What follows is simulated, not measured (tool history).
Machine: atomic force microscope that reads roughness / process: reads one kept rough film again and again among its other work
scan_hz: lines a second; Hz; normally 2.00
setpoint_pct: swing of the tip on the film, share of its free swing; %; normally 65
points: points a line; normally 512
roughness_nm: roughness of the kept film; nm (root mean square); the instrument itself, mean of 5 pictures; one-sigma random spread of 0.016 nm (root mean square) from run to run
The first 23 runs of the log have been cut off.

run,hour,scan_hz,setpoint_pct,points,pictures with this tip,hours of work since the height scale was calibrated,roughness_nm
24,1209.1,2.53,80,309,91,77,2.708
25,1282.2,1.01,63,364,183,111,2.767
# hour 1286.9: new tip fitted
26,1339.9,1.01,63,364,67,139,3.520
27,1408.8,2.41,65,278,153,171,2.716
# hour 1439.0: new tip fitted
28,1475.7,0.72,65,360,46,203,3.642
29,1532.9,0.67,65,729,118,230,3.159
# hour 1589.0: new tip fitted
30,1596.5,2.54,65,729,9,260,3.765
31,1637.5,2.54,65,391,61,280,3.266
32,1679.6,1.66,67,351,114,300,2.973
33,1720.1,1.66,67,351,165,319,2.690
# hour 1743.4: new tip fitted
34,1788.8,2.00,70,529,57,351,3.390
35,1841.8,0.68,81,529,124,377,3.014
# hour 1893.7: new tip fitted
36,1918.3,2.00,71,474,31,413,3.561
37,1991.4,2.00,65,536,123,448,2.966
# hour 2044.1: new tip fitted
38,2044.1,2.00,75,580,0,472,3.684

Alternative continuations, all from the tool just after run 38; predict every row:
A,2103.9,0.54,65,759,75,501,?
B,2103.9,0.57,75,580,75,501,?
C,2103.9,0.69,75,290,75,501,?
D,2103.9,2.00,65,899,75,501,?
E,2103.9,1.96,75,456,75,501,?

run,roughness_nm
A,3.466
B,3.393
C,3.314
D,3.289
E,3.061
Take away the tool's hidden state, keep each run's random variation, and the runs would have read:
run,roughness_nm
A,4.258
B,4.166
C,4.068
D,4.040
E,3.759

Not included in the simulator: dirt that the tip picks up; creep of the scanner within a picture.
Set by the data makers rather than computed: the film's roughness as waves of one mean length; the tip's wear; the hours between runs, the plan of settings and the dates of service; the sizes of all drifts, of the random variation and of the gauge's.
